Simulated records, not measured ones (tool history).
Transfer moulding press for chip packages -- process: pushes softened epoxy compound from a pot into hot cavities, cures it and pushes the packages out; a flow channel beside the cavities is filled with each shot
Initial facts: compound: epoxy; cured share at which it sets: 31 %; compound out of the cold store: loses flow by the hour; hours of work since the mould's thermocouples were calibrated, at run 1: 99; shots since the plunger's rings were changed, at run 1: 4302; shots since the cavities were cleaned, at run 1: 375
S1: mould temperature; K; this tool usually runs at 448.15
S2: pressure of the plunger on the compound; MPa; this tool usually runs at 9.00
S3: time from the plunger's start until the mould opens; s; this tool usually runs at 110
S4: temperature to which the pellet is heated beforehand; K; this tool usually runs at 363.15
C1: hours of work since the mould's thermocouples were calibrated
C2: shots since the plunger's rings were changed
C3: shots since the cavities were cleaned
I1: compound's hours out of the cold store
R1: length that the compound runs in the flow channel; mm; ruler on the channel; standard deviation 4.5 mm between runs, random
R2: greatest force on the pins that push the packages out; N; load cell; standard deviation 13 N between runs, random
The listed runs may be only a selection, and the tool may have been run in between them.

run	hour	S1	S2	S3	S4	C1	C2	C3	I1	R1	R2
1	0.0	448.15	9.00	110	363.15	99	4302	375	19.1	794	914
# hour 11.5: cavities cleaned with cleaning compound and waxed
2	41.5	448.15	9.00	110	363.15	129	4769	350	17.0	802	940
# hour 55.0: cavities cleaned with cleaning compound and waxed
3	80.9	448.15	9.00	110	363.15	158	5211	302	39.0	708	827
# hour 96.8: cavities cleaned with cleaning compound and waxed
4	122.9	448.15	9.00	147	363.15	188	5684	305	44.5	677	583
# hour 140.1: plunger's sealing rings changed
# hour 141.6: cavities cleaned with cleaning compound and waxed
5	161.3	448.15	9.00	147	363.15	214	229	229	30.1	764	585
# hour 184.0: cavities cleaned with cleaning compound and waxed
6	184.0	448.15	9.00	147	363.15	230	477	0	38.1	733	431
7	203.7	448.15	9.00	110	371.15	245	706	229	21.1	806	812
# hour 226.5: cavities cleaned with cleaning compound and waxed
8	231.6	448.15	9.00	110	371.15	265	1015	60	20.5	802	675
9	260.1	448.15	9.00	110	357.15	286	1347	392	25.9	786	973
# hour 269.3: cavities cleaned with cleaning compound and waxed
10	303.2	448.15	9.00	110	357.15	318	1832	396	19.1	819	944
# hour 313.2: cavities cleaned with cleaning compound and waxed
11	333.9	448.15	9.00	110	357.15	340	2173	242	8.3	857	892
# hour 357.3: cavities cleaned with cleaning compound and waxed
12	362.8	448.15	9.00	110	363.15	360	2493	65	33.3	743	674
13	385.1	448.15	9.00	110	363.15	377	2753	325	26.3	780	885
# hour 398.7: cavities cleaned with cleaning compound and waxed
14	419.8	448.15	9.00	100	362.15	402	3140	246	47.4	688	1007
# hour 442.1: cavities cleaned with cleaning compound and waxed
15	464.1	449.15	9.25	116	361.15	434	3639	256	36.6	728	700
# hour 483.9: cavities cleaned with cleaning compound and waxed
# hour 511.6: mould's thermocouples calibrated
16	511.6	447.15	7.07	150	356.15	0	4153	300	24.2	694	597
# hour 528.1: cavities cleaned with cleaning compound and waxed
17	545.7	446.15	6.95	119	370.15	25	4533	205	10.9	741	777
# hour 571.1: cavities cleaned with cleaning compound and waxed
18	584.4	446.15	6.95	119	370.15	53	4968	156	16.5	710	757

Run 19, settings as shown, results not yet in. Your forecast:
19	608.7	442.15	9.00	110	363.15	71	5251	439	34.1	?	?

R1: 741 mm
R2: 1383 N
With no hidden state in the tool, this same run would have given R1 767 mm, R2 897 N.

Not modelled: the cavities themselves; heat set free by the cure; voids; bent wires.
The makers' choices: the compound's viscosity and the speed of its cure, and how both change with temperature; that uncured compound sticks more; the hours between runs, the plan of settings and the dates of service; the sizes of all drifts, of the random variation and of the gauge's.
